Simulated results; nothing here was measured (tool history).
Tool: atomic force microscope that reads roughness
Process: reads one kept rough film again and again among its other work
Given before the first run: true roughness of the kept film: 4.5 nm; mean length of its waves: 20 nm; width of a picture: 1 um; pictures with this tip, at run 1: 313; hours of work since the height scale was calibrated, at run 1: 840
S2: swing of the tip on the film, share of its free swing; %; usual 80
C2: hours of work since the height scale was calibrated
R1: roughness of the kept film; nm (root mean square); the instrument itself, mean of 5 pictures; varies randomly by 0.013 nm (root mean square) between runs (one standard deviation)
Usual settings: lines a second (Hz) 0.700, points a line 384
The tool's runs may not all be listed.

{"run": 1, "hour": 0.0, "lines a second (Hz)": 0.7, "S2": 80, "points a line": 384, "pictures with this tip": 313, "C2": 840, "R1": 1.83}
{"hour": 2.4, "done": "new tip fitted"}
{"run": 2, "hour": 34.7, "lines a second (Hz)": 1.476, "S2": 80, "points a line": 384, "pictures with this tip": 40, "C2": 862, "R1": 2.715}
{"run": 3, "hour": 72.4, "lines a second (Hz)": 1.476, "S2": 80, "points a line": 384, "pictures with this tip": 87, "C2": 886, "R1": 2.473}
{"run": 4, "hour": 105.2, "lines a second (Hz)": 1.476, "S2": 80, "points a line": 384, "pictures with this tip": 128, "C2": 907, "R1": 2.283}
{"run": 5, "hour": 143.3, "lines a second (Hz)": 0.7, "S2": 80, "points a line": 818, "pictures with this tip": 175, "C2": 932, "R1": 2.276}
{"run": 6, "hour": 188.9, "lines a second (Hz)": 0.7, "S2": 80, "points a line": 728, "pictures with this tip": 231, "C2": 961, "R1": 2.061}
{"run": 7, "hour": 230.0, "lines a second (Hz)": 0.7, "S2": 90, "points a line": 384, "pictures with this tip": 283, "C2": 987, "R1": 1.844}
{"hour": 256.1, "done": "new tip fitted"}
{"run": 8, "hour": 258.2, "lines a second (Hz)": 0.7, "S2": 74, "points a line": 384, "pictures with this tip": 3, "C2": 1005, "R1": 3.204}
{"run": 9, "hour": 280.2, "lines a second (Hz)": 0.7, "S2": 70, "points a line": 384, "pictures with this tip": 30, "C2": 1019, "R1": 3.018}
{"run": 10, "hour": 319.2, "lines a second (Hz)": 0.7, "S2": 80, "points a line": 672, "pictures with this tip": 79, "C2": 1044, "R1": 2.695}
{"run": 11, "hour": 341.8, "lines a second (Hz)": 0.7, "S2": 80, "points a line": 672, "pictures with this tip": 107, "C2": 1059, "R1": 2.525}
{"run": 12, "hour": 383.3, "lines a second (Hz)": 0.928, "S2": 76, "points a line": 297, "pictures with this tip": 158, "C2": 1085, "R1": 2.232}
{"hour": 387.1, "done": "height scale calibrated on a step standard"}
{"run": 13, "hour": 426.1, "lines a second (Hz)": 2.101, "S2": 62, "points a line": 384, "pictures with this tip": 210, "C2": 25, "R1": 2.108}
{"run": 14, "hour": 466.3, "lines a second (Hz)": 1.815, "S2": 86, "points a line": 384, "pictures with this tip": 260, "C2": 51, "R1": 1.719}
{"run": 15, "hour": 509.0, "lines a second (Hz)": 1.815, "S2": 86, "points a line": 384, "pictures with this tip": 313, "C2": 78, "R1": 1.601}
{"hour": 511.8, "done": "new tip fitted"}
{"run": 16, "hour": 555.4, "lines a second (Hz)": 1.815, "S2": 86, "points a line": 384, "pictures with this tip": 54, "C2": 107, "R1": 2.43}
{"run": 17, "hour": 587.7, "lines a second (Hz)": 1.815, "S2": 56, "points a line": 287, "pictures with this tip": 95, "C2": 128, "R1": 2.541}

Here are 5 independent what-if runs from the current tool condition. What would each one return?
{"hour": 601.7, "done": "height scale calibrated on a step standard, once more"}
{"run": "A", "hour": 629.1, "lines a second (Hz)": 0.7, "S2": 57, "points a line": 904, "pictures with this tip": 145, "C2": 18, "R1": "?"}
{"hour": 601.7, "done": "height scale calibrated on a step standard, once more"}
{"run": "B", "hour": 629.1, "lines a second (Hz)": 0.7, "S2": 80, "points a line": 482, "pictures with this tip": 145, "C2": 18, "R1": "?"}
{"hour": 601.7, "done": "height scale calibrated on a step standard, once more"}
{"run": "C", "hour": 629.1, "lines a second (Hz)": 0.7, "S2": 56, "points a line": 562, "pictures with this tip": 145, "C2": 18, "R1": "?"}
{"hour": 601.7, "done": "height scale calibrated on a step standard, once more"}
{"run": "D", "hour": 629.1, "lines a second (Hz)": 0.616, "S2": 86, "points a line": 384, "pictures with this tip": 145, "C2": 18, "R1": "?"}
{"hour": 601.7, "done": "height scale calibrated on a step standard, once more"}
{"run": "E", "hour": 629.1, "lines a second (Hz)": 0.783, "S2": 56, "points a line": 287, "pictures with this tip": 145, "C2": 18, "R1": "?"}

run=A R1=2.467
run=B R1=2.323
run=C R1=2.447
run=D R1=2.320
run=E R1=2.387
Without the tool's unlogged condition, the same runs would have read:
run=A R1=3.386
run=B R1=3.191
run=C R1=3.362
run=D R1=3.183
run=E R1=3.277
